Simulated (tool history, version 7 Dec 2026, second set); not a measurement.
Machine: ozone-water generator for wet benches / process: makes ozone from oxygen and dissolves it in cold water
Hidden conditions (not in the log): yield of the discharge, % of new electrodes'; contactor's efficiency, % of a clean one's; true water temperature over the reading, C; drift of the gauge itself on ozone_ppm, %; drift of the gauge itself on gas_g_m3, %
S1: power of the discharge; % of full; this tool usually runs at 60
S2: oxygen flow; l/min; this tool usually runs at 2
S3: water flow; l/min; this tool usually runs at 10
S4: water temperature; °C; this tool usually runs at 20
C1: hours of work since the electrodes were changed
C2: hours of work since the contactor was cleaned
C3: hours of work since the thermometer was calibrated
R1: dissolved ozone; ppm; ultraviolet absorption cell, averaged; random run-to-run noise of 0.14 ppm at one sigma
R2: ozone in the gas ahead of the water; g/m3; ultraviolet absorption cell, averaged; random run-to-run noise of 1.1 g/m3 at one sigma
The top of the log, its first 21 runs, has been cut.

run	hour	S1	S2	S3	S4	C1	C2	C3	R1	R2
22	1057.4	69	3.4	9	25	2924	1391	3246	18.6	171.3
23	1119.2	49	3.4	9	25	2975	1442	3297	13.5	124.1
24	1167.5	58	2.23	8	16	3016	1482	3337	20.2	177.8
25	1226.1	55	1.12	9	25	3064	1531	3386	13.9	234.6
26	1276.9	55	1.16	16	25	3107	1573	3428	7.1	231.6
27	1340.2	79	1.56	11	13	3159	1626	3481	19	281.8
28	1399.8	79	1.56	11	13	3209	1675	3530	19.2	280.9
29	1430	79	1.56	11	13	3234	1701	3555	19.3	281.1
30	1465.1	79	1.84	11	13	3263	1730	3585	19.6	260.6
31	1499.2	60	2.04	10	20	3292	1758	3613	15.9	191.2
32	1530.4	60	2.23	10	28	3317	1784	3639	14.2	181.3
33	1566	60	2.23	10	28	3347	1814	3669	14.4	182.2

Predict each of these 3 candidate next runs independently; none follows another, all start after run 33:
A	1626.1	60	1.67	10	20	3397	1864	3719	?	?
B	1626.1	65	2	7	21	3397	1864	3719	?	?
C	1626.1	71	2	10	20	3397	1864	3719	?	?

run	R1	R2
A	15.3	207.4
B	23.3	206.4
C	18.4	223.6
Had the tool no hidden state, the same runs would have come out as:
run	R1	R2
A	15.4	213.6
B	23.4	212.6
C	18.5	230.4
